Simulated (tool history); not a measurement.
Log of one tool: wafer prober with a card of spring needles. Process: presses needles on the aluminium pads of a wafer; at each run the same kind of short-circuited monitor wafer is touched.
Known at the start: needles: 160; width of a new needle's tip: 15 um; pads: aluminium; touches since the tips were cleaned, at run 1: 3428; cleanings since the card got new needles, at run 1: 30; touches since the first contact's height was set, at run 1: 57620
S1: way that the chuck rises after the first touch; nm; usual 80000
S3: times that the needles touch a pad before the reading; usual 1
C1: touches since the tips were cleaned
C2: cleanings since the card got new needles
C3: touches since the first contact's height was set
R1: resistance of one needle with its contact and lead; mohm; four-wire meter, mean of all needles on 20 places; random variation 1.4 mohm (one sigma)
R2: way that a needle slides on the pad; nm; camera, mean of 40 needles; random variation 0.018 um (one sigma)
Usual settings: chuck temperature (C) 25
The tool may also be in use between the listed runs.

{"run": 1, "hour": 0.0, "S1": 80000, "chuck temperature (C)": 25, "S3": 1, "C1": 3428, "C2": 30, "C3": 57620, "R1": 144, "R2": 11840}
{"hour": 5.2, "done": "tips cleaned on abrasive film"}
{"run": 2, "hour": 13.0, "S1": 80000, "chuck temperature (C)": 25, "S3": 1, "C1": 3750, "C2": 31, "C3": 63852, "R1": 168, "R2": 11740}
{"hour": 17.3, "done": "tips cleaned on abrasive film"}
{"hour": 29.3, "done": "tips cleaned on abrasive film"}
{"run": 3, "hour": 35.9, "S1": 80000, "chuck temperature (C)": 56, "S3": 1, "C1": 3225, "C2": 33, "C3": 74888, "R1": 149, "R2": 11730}
{"hour": 42.2, "done": "tips cleaned on abrasive film"}
{"hour": 54.2, "done": "tips cleaned on abrasive film"}
{"run": 4, "hour": 54.3, "S1": 80000, "chuck temperature (C)": 56, "S3": 1, "C1": 26, "C2": 35, "C3": 83698, "R1": 125, "R2": 11660}
{"hour": 66.9, "done": "tips cleaned on abrasive film"}
{"run": 5, "hour": 70.9, "S1": 66000, "chuck temperature (C)": 25, "S3": 1, "C1": 1985, "C2": 36, "C3": 91718, "R1": 146, "R2": 9550}
{"hour": 79.9, "done": "tips cleaned on abrasive film"}
{"run": 6, "hour": 89.2, "S1": 66000, "chuck temperature (C)": 25, "S3": 1, "C1": 4509, "C2": 37, "C3": 100514, "R1": 168, "R2": 9560}
{"hour": 93.0, "done": "tips cleaned on abrasive film"}
{"hour": 98.3, "done": "tips cleaned on abrasive film, once more"}
{"run": 7, "hour": 105.5, "S1": 80000, "chuck temperature (C)": 25, "S3": 1, "C1": 3498, "C2": 39, "C3": 108326, "R1": 145, "R2": 11620}
{"hour": 110.6, "done": "tips cleaned on abrasive film"}
{"hour": 122.8, "done": "tips cleaned on abrasive film"}
{"run": 8, "hour": 125.4, "S1": 80000, "chuck temperature (C)": 25, "S3": 1, "C1": 1238, "C2": 41, "C3": 117847, "R1": 133, "R2": 11570}
{"hour": 135.7, "done": "tips cleaned on abrasive film"}
{"run": 9, "hour": 139.0, "S1": 80000, "chuck temperature (C)": 25, "S3": 1, "C1": 1610, "C2": 42, "C3": 124428, "R1": 134, "R2": 11560}
{"hour": 149.0, "done": "tips cleaned on abrasive film"}
{"run": 10, "hour": 156.4, "S1": 80000, "chuck temperature (C)": 25, "S3": 2, "C1": 3610, "C2": 43, "C3": 132822, "R1": 139, "R2": 11540}
{"hour": 161.9, "done": "tips cleaned on abrasive film"}
{"hour": 174.0, "done": "tips cleaned on abrasive film"}
{"run": 11, "hour": 175.3, "S1": 80000, "chuck temperature (C)": 25, "S3": 2, "C1": 592, "C2": 45, "C3": 141850, "R1": 126, "R2": 11480}
{"hour": 186.3, "done": "tips cleaned on abrasive film"}
{"hour": 188.8, "done": "height of the first contact set anew"}
{"hour": 198.6, "done": "tips cleaned on abrasive film"}
{"run": 12, "hour": 198.6, "S1": 80000, "chuck temperature (C)": 25, "S3": 2, "C1": 0, "C2": 47, "C3": 4713, "R1": 121, "R2": 11920}
{"run": 13, "hour": 210.1, "S1": 65000, "chuck temperature (C)": 99, "S3": 2, "C1": 5567, "C2": 47, "C3": 10280, "R1": 163, "R2": 9720}
{"hour": 212.2, "done": "tips cleaned on abrasive film"}
{"run": 14, "hour": 223.2, "S1": 65000, "chuck temperature (C)": 99, "S3": 2, "C1": 5305, "C2": 48, "C3": 16573, "R1": 160, "R2": 9670}
{"hour": 225.0, "done": "tips cleaned on abrasive film"}
{"run": 15, "hour": 236.0, "S1": 65000, "chuck temperature (C)": 99, "S3": 2, "C1": 5328, "C2": 49, "C3": 22730, "R1": 159, "R2": 9660}
{"hour": 237.7, "done": "tips cleaned on abrasive film"}
{"hour": 249.9, "done": "tips cleaned on abrasive film"}
{"run": 16, "hour": 259.4, "S1": 65000, "chuck temperature (C)": 99, "S3": 2, "C1": 4612, "C2": 51, "C3": 34014, "R1": 159, "R2": 9650}
{"hour": 263.4, "done": "tips cleaned on abrasive film"}
{"hour": 275.7, "done": "tips cleaned on abrasive film"}
{"run": 17, "hour": 280.3, "S1": 65000, "chuck temperature (C)": 99, "S3": 2, "C1": 2241, "C2": 53, "C3": 44034, "R1": 151, "R2": 9610}
{"hour": 288.0, "done": "tips cleaned on abrasive film"}
{"run": 18, "hour": 296.6, "S1": 80000, "chuck temperature (C)": 25, "S3": 3, "C1": 4154, "C2": 54, "C3": 51860, "R1": 129, "R2": 11820}
{"hour": 300.9, "done": "tips cleaned on abrasive film"}
{"run": 19, "hour": 307.8, "S1": 80000, "chuck temperature (C)": 78, "S3": 3, "C1": 3325, "C2": 55, "C3": 57252, "R1": 136, "R2": 11840}
{"hour": 314.7, "done": "tips cleaned on abrasive film"}
{"run": 20, "hour": 324.6, "S1": 73000, "chuck temperature (C)": 63, "S3": 3, "C1": 4771, "C2": 56, "C3": 65345, "R1": 139, "R2": 10770}
{"hour": 326.8, "done": "tips cleaned on abrasive film"}
{"hour": 339.8, "done": "tips cleaned on abrasive film"}
{"run": 21, "hour": 342.6, "S1": 73000, "chuck temperature (C)": 27, "S3": 3, "C1": 1371, "C2": 58, "C3": 74008, "R1": 126, "R2": 10720}
{"hour": 353.5, "done": "tips cleaned on abrasive film"}
{"hour": 366.3, "done": "tips cleaned on abrasive film"}
{"run": 22, "hour": 366.6, "S1": 73000, "chuck temperature (C)": 27, "S3": 3, "C1": 169, "C2": 60, "C3": 85545, "R1": 122, "R2": 10690}
{"hour": 378.9, "done": "tips cleaned on abrasive film"}
{"run": 23, "hour": 379.7, "S1": 96000, "chuck temperature (C)": 36, "S3": 3, "C1": 397, "C2": 61, "C3": 91810, "R1": 118, "R2": 14120}
{"hour": 391.7, "done": "tips cleaned on abrasive film"}
{"run": 24, "hour": 391.7, "S1": 73000, "chuck temperature (C)": 89, "S3": 1, "C1": 0, "C2": 62, "C3": 97597, "R1": 131, "R2": 10650}

4 ways to go on from here, each from the tool as it stands after run 24. What would each give?
{"hour": 404.2, "done": "tips cleaned on abrasive film"}
{"run": "A", "hour": 407.9, "S1": 73000, "chuck temperature (C)": 89, "S3": 2, "C1": 1814, "C2": 63, "C3": 105415, "R1": "?", "R2": "?"}
{"hour": 404.2, "done": "tips cleaned on abrasive film"}
{"run": "B", "hour": 407.9, "S1": 78000, "chuck temperature (C)": 89, "S3": 2, "C1": 1814, "C2": 63, "C3": 105415, "R1": "?", "R2": "?"}
{"hour": 404.2, "done": "tips cleaned on abrasive film"}
{"run": "C", "hour": 407.9, "S1": 60000, "chuck temperature (C)": 29, "S3": 1, "C1": 1814, "C2": 63, "C3": 105415, "R1": "?", "R2": "?"}
{"hour": 404.2, "done": "tips cleaned on abrasive film"}
{"run": "D", "hour": 407.9, "S1": 73000, "chuck temperature (C)": 89, "S3": 2, "C1": 1814, "C2": 63, "C3": 105415, "R1": "?", "R2": "?"}

run=A R1=146 R2=10660
run=B R1=139 R2=11380
run=C R1=163 R2=8710
run=D R1=143 R2=10630
Without the tool's hidden state the same runs would have given:
run=A R1=127 R2=10940
run=B R1=122 R2=11660
run=C R1=119 R2=8990
run=D R1=124 R2=10910
